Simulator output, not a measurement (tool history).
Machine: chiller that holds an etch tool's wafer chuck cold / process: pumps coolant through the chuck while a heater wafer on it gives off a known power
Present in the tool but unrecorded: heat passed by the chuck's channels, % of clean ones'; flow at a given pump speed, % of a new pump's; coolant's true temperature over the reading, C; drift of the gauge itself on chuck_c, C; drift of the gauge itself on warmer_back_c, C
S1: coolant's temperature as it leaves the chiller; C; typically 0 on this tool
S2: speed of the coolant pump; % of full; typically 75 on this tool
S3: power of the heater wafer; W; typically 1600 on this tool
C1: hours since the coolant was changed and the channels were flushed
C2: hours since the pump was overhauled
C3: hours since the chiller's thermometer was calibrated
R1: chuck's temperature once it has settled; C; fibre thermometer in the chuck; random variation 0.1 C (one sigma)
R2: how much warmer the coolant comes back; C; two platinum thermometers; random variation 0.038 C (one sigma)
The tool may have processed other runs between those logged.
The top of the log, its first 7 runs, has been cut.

run	hour	S1	S2	S3	C1	C2	C3	R1	R2
8	629.3	0	75	1600	2144	3881	4328	20.5	7.96
9	721.1	0	75	1600	2236	3972	4420	20.4	7.97
10	819.2	0	97	1600	2334	4070	4518	16.8	5.98
11	871.4	8	75	1600	2386	4123	4570	28.4	8.03
12	939.3	0	84	1600	2454	4191	4638	18.8	7.00
13	1022.9	0	84	1600	2538	4274	4722	18.6	7.04
14	1075.4	0	84	1600	2590	4327	4774	18.6	7.08
15	1174.3	0	92	1600	2689	4426	4873	17.2	6.38
# hour 1283.7: chiller's thermometer calibrated
16	1284.0	0	75	1868	2798	4534	0	23.8	9.29
17	1353.3	5	81	1600	2867	4604	70	24.2	7.35
18	1464.5	5	81	1600	2979	4715	181	24.4	7.38
19	1515.2	0	81	1600	3029	4765	232	19.3	7.27
20	1622.2	0	81	1600	3136	4872	339	19.2	7.31
21	1723.4	7	81	1483	3237	4974	440	24.9	6.78
22	1789.3	5	79	1032	3303	5040	506	17.5	4.88
23	1862.1	5	79	1032	3376	5112	578	17.5	4.88
24	1927.3	10	71	1523	3441	5178	644	30.4	8.06
25	2030.8	9	90	966	3545	5281	747	19.6	3.87
26	2095.3	10	78	2385	3609	5346	812	39.4	11.44
27	2205.1	-6	69	888	3719	5455	921	6.0	4.89
28	2258.7	0	75	821	3773	5509	975	10.6	4.11
29	2319.8	0	75	821	3834	5570	1036	10.5	4.07
30	2410.2	1	76	1175	3924	5660	1127	15.9	5.81
31	2480.7	1	76	1175	3995	5731	1197	15.8	5.77

3 ways to go on from here, each from the tool as it stands after run 31. What would each give?
A	2558.5	-3	76	1175	4073	5809	1275	?	?
B	2558.5	1	68	852	4073	5809	1275	?	?
C	2558.5	1	80	1132	4073	5809	1275	?	?

run	R1	R2
A	11.8	5.82
B	12.8	4.76
C	14.8	5.33
Stripped of hidden state, with their random variation kept, the same runs would have yielded:
run	R1	R2
A	11.8	5.82
B	12.8	4.76
C	14.8	5.33

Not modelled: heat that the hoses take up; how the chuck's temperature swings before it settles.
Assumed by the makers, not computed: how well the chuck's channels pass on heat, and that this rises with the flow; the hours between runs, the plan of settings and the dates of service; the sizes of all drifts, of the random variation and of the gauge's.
